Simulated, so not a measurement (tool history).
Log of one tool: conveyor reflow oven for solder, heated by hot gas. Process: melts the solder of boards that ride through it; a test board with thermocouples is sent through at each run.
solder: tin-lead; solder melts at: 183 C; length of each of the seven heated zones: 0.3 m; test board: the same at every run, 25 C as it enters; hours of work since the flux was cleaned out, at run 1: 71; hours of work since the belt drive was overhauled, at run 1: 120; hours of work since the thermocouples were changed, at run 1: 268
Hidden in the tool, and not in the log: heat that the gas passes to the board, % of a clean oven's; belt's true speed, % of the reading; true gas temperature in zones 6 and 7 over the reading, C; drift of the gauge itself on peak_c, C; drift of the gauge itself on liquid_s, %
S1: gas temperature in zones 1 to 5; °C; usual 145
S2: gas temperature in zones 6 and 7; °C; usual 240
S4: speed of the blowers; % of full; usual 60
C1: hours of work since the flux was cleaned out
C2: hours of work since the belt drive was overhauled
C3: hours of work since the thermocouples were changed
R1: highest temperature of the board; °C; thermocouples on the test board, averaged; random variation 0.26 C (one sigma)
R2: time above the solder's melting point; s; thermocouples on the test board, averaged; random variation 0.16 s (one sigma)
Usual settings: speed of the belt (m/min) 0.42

Run 1, hour 0: usual settings; C1 71; C2 120; C3 268. Result: R1 226.5 °C, R2 74.5 s.
Run 2, hour 71.8: usual settings; C1 104; C2 153; C3 301. Result: R1 226.3 °C, R2 74.8 s.
Run 3, hour 130.9: usual settings; C1 131; C2 180; C3 328. Result: R1 226.9 °C, R2 74.4 s.
Run 4, hour 186.3: usual settings but speed of the belt (m/min) 0.413; C1 157; C2 206; C3 354. Result: R1 226.9 °C, R2 76.3 s.
At hour 281.5: flux residue cleaned out of gas plates and filters.
Run 5, hour 281.5: usual settings; C1 0; C2 248; C3 396. Result: R1 226.8 °C, R2 74.5 s.
Run 6, hour 351.5: usual settings; C1 32; C2 280; C3 428. Result: R1 226.9 °C, R2 74.6 s.
Run 7, hour 422.4: usual settings; C1 65; C2 313; C3 461. Result: R1 225.8 °C, R2 74.9 s.
Run 8, hour 473.1: usual settings; C1 89; C2 337; C3 485. Result: R1 226.9 °C, R2 74.6 s.
Run 9, hour 553.9: usual settings; C1 126; C2 374; C3 522. Result: R1 226.4 °C, R2 74.7 s.
Run 10, hour 650.8: usual settings but S4 57 % of full; C1 171; C2 419; C3 567. Result: R1 226 °C, R2 74.4 s.
At hour 714.4: flux residue cleaned out of gas plates and filters.
Run 11, hour 736.5: usual settings but S4 80 % of full; C1 10; C2 456; C3 604. Result: R1 229.1 °C, R2 76.5 s.
Run 12, hour 789.7: usual settings but S4 53 % of full; C1 35; C2 481; C3 629. Result: R1 225.5 °C, R2 73.7 s.
Run 13, hour 869.6: usual settings but S4 53 % of full; C1 72; C2 518; C3 666. Result: R1 225.4 °C, R2 73.6 s.
Run 14, hour 947: usual settings but S4 53 % of full; C1 108; C2 554; C3 702. Result: R1 225.2 °C, R2 73.6 s.
Run 15, hour 1000.9: usual settings but S4 53 % of full; C1 133; C2 579; C3 727. Result: R1 225.2 °C, R2 73.9 s.
Run 16, hour 1068.8: usual settings but S1 135 °C, S2 253 °C, speed of the belt (m/min) 0.488, S4 71 % of full; C1 164; C2 610; C3 758. Result: R1 233.5 °C, R2 64.4 s.
At hour 1152.3: flux residue cleaned out of gas plates and filters.
Run 17, hour 1170.2: usual settings but S1 143 °C, S2 253 °C; C1 8; C2 655; C3 803. Result: R1 237.9 °C, R2 80.5 s.
Run 18, hour 1254.7: usual settings but speed of the belt (m/min) 0.384; C1 47; C2 694; C3 842. Result: R1 228.7 °C, R2 83.6 s.
Run 19, hour 1297.1: usual settings but S1 158 °C, S2 247 °C, speed of the belt (m/min) 0.5, S4 76 % of full; C1 67; C2 714; C3 862. Result: R1 232.1 °C, R2 70.5 s.
Run 20, hour 1373.6: usual settings but S1 153 °C, S2 253 °C, S4 56 % of full; C1 103; C2 749; C3 897. Result: R1 239 °C, R2 84.9 s.
Run 21, hour 1434.9: usual settings but S2 238 °C, S4 77 % of full; C1 131; C2 778; C3 926. Result: R1 227.1 °C, R2 75.2 s.
Run 22, hour 1504: usual settings but S1 150 °C; C1 163; C2 810; C3 958. Result: R1 227.9 °C, R2 77.1 s.
At hour 1584.8: flux residue cleaned out of gas plates and filters.
Run 23, hour 1596.8: usual settings but S2 252 °C, S4 69 % of full; C1 6; C2 850; C3 998. Result: R1 238.9 °C, R2 81.6 s.
At hour 1652.2: belt drive overhauled, speed set with a stopwatch.
Run 24, hour 1682.2: usual settings but S1 143 °C, S2 252 °C, speed of the belt (m/min) 0.483, S4 69 % of full; C1 43; C2 14; C3 1036. Result: R1 234.4 °C, R2 67.6 s.
Run 25, hour 1747.4: usual settings but S1 143 °C, S2 252 °C, speed of the belt (m/min) 0.483, S4 69 % of full; C1 73; C2 44; C3 1066. Result: R1 233.9 °C, R2 68 s.
Run 26, hour 1821.2: usual settings but S1 143 °C, S2 252 °C, speed of the belt (m/min) 0.483, S4 69 % of full; C1 108; C2 78; C3 1100. Result: R1 234 °C, R2 67.9 s.
Run 27, hour 1918.4: usual settings but S1 152 °C, S2 249 °C, speed of the belt (m/min) 0.441, S4 69 % of full; C1 153; C2 123; C3 1145. Result: R1 235.7 °C, R2 78.3 s.
Run 28, hour 1992.5: usual settings but S1 152 °C, S2 249 °C, speed of the belt (m/min) 0.425, S4 69 % of full; C1 187; C2 158; C3 1180. Result: R1 236.7 °C, R2 81.8 s.
At hour 2022.5: flux residue cleaned out of gas plates and filters.
Run 29, hour 2056.5: usual settings but S1 159 °C; C1 16; C2 185; C3 1207. Result: R1 228.4 °C, R2 82.3 s.
Run 30, hour 2151.7: usual settings but speed of the belt (m/min) 0.43, S4 68 % of full; C1 60; C2 229; C3 1251. Result: R1 227.2 °C, R2 73.1 s.

Hidden state at the last listed run before each entry between runs and at the first one after, where it differs:
Between runs 4 and 5: flux residue cleaned out of gas plates and filters (hour 281.5)
  heat that the gas passes to the board, % of a clean oven's: 99.8 -> 100; belt's true speed, % of the reading: 99.99 -> 99.98
Between runs 10 and 11: flux residue cleaned out of gas plates and filters (hour 714.4)
  heat that the gas passes to the board, % of a clean oven's: 99.8 -> 100; true gas temperature in zones 6 and 7 over the reading, C: -0.03 -> -0.04
Between runs 16 and 17: flux residue cleaned out of gas plates and filters (hour 1152.3)
  heat that the gas passes to the board, % of a clean oven's: 99.8 -> 100
Between runs 22 and 23: flux residue cleaned out of gas plates and filters (hour 1584.8)
  heat that the gas passes to the board, % of a clean oven's: 99.8 -> 100
Between runs 23 and 24: belt drive overhauled, speed set with a stopwatch (hour 1652.2)
  belt's true speed, % of the reading: 99.95 -> 100; true gas temperature in zones 6 and 7 over the reading, C: -0.06 -> -0.07
Between runs 28 and 29: flux residue cleaned out of gas plates and filters (hour 2022.5)
  heat that the gas passes to the board, % of a clean oven's: 99.8 -> 100

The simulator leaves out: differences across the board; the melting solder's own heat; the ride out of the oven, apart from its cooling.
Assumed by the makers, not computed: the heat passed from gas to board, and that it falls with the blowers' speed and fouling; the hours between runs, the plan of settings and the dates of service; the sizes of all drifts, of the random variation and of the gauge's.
